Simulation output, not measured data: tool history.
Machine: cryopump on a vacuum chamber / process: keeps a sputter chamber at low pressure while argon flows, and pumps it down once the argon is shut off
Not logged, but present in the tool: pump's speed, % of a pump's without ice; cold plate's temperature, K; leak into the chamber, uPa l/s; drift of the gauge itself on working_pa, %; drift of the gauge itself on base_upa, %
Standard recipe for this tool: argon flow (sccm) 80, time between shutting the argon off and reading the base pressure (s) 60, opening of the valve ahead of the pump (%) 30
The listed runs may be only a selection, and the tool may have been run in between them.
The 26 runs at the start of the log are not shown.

run,day,argon flow (sccm),time between shutting the argon off and reading the base pressure (s),opening of the valve ahead of the pump (%),hours of work since the pump was warmed up and emptied,hours of work since the cold head was overhauled,hours of work since the chamber's fittings were tightened,pressure while argon flows (Pa),pressure after the wait (uPa)
27,14.95,157,113,20,376,376,2256,0.8759,1.38
28,15.692,157,113,20,390,390,2271,0.8729,1.37
29,16.042,80,41,30,397,397,2278,0.3014,2.7
30,16.788,33,277,32,412,412,2293,0.1174,0.94
31,17.554,114,176,57,427,427,2308,0.234,1.12
32,18.175,114,176,57,439,439,2320,0.2328,1.14
33,18.617,80,196,30,448,448,2329,0.3023,1.08
34,19.158,80,196,30,459,459,2339,0.3025,1.1

What if the next run were any one of these 4? Each begins from the tool's condition after run 34:
A,19.717,56,128,17,470,470,2350,?,?
B,19.717,40,53,39,470,470,2350,?,?
C,19.717,39,227,23,470,470,2350,?,?
D,19.717,80,196,23,470,470,2350,?,?

run,pressure while argon flows (Pa),pressure after the wait (uPa)
A,0.3675,1.28
B,0.119,2.16
C,0.1888,1.03
D,0.3934,1.03
Take away the tool's hidden state, keep each run's random variation, and the runs would have read:
run,pressure while argon flows (Pa),pressure after the wait (uPa)
A,0.3596,0.81
B,0.1133,1.7
C,0.1833,0.55
D,0.382,0.57

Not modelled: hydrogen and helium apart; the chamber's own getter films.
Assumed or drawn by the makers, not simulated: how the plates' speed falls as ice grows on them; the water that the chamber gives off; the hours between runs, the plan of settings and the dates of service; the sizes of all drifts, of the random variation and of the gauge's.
